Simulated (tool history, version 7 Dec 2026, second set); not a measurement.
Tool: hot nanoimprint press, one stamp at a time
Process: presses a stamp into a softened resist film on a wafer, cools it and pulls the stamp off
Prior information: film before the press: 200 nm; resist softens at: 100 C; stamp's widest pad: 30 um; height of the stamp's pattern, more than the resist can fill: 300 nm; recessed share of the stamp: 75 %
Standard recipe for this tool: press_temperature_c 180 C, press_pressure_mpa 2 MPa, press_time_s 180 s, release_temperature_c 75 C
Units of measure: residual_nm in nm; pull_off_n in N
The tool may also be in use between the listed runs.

run,hour,press_temperature_c,press_pressure_mpa,press_time_s,release_temperature_c,residual_nm,pull_off_n
1,0,180,2,180,75,116,157
2,9.6,180,2,180,75,114.8,155
3,16.4,187,2,180,75,98.6,155
4,27.8,180,2,180,75,116.3,162
5,33.5,180,2,180,75,114.9,164
6,42.3,180,2,180,75,117.2,167
7,48.5,180,2,180,75,114.2,164
8,60.4,180,2,258,75,103.9,182
# hour 64.5: plate thermocouple calibrated
9,69.2,180,2,180,75,115.3,178
10,77,180,2,180,75,116.1,177
11,89,180,2,93,75,135.1,191
12,96.8,180,2,180,67,115.9,222
13,107.8,180,2.97,180,75,96.3,192
# hour 122.8: stamp cleaned and given a new release coat
14,126.7,180,2.97,180,75,96.9,143
# hour 131.7: plate thermocouple calibrated, once more
15,135.2,180,2.97,180,75,94.5,143
16,141.1,188,1.38,229,76,108.4,138
17,148.7,186,2.05,229,76,91.7,142
18,159.7,183,2,180,75,107.3,155
19,167.2,183,2,180,81,109.8,127
20,176.9,183,2,180,81,108.5,123
21,189.2,185,2,104,75,119.6,157
22,199.1,185,2,104,75,121.2,169
23,205.3,172,1.59,193,81,148.2,138
24,212.7,172,1.59,193,81,145.9,133
25,220.2,172,1.59,193,81,146.7,142
26,233.2,180,1.69,180,61,126.5,250
27,241.5,180,1.69,180,61,126.2,243
28,248.3,180,1.69,180,61,126.5,247
29,257.1,180,1.69,180,61,125.6,258
30,265.7,181,2.18,313,79,92.9,167

Consider 3 possible next runs. They are alternatives, not a sequence: every one starts from the tool as it was left by run 30. What does each give?
A,276.4,181,1.55,313,79,?,?
B,276.4,178,1.31,313,74,?,?
C,276.4,192,2,193,75,?,?

run,residual_nm,pull_off_n
A,110.1,170
B,127.4,202
C,87.8,197
Stripped of hidden state, with their random variation kept, the same runs would have yielded:
run,residual_nm,pull_off_n
A,107.5,123
B,125,146
C,85.2,144
